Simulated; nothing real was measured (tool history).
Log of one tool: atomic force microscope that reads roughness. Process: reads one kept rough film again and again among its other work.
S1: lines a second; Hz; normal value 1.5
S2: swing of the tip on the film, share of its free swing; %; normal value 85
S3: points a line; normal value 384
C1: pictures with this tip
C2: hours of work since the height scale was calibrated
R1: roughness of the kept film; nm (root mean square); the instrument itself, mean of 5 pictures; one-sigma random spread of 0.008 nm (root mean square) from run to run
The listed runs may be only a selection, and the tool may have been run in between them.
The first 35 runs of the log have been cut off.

run	hour	S1	S2	S3	C1	C2	R1
36	1255.4	0.73	58	301	227	1646	1.998
37	1281.5	0.73	58	301	265	1663	1.998
38	1316.9	0.95	70	604	316	1687	1.968
# hour 1338.3: new tip fitted
39	1341.6	0.95	70	604	5	1703	1.985
40	1379.7	1.5	57	384	60	1729	1.984
41	1407.7	1.39	57	260	100	1748	1.962
42	1450.6	1.43	85	376	162	1776	1.726
43	1476.6	2.74	85	376	200	1794	1.511
44	1522.3	1.65	80	435	266	1824	1.77
45	1551.8	1.37	75	624	308	1844	1.885

Predict the results of run 46:
# hour 1580: new tip fitted
46	1584.3	1.37	81	576	7	1865	?

R1: 1.835 nm (root mean square)
Without the tool's hidden state the same run would have given R1 1.835 nm (root mean square).

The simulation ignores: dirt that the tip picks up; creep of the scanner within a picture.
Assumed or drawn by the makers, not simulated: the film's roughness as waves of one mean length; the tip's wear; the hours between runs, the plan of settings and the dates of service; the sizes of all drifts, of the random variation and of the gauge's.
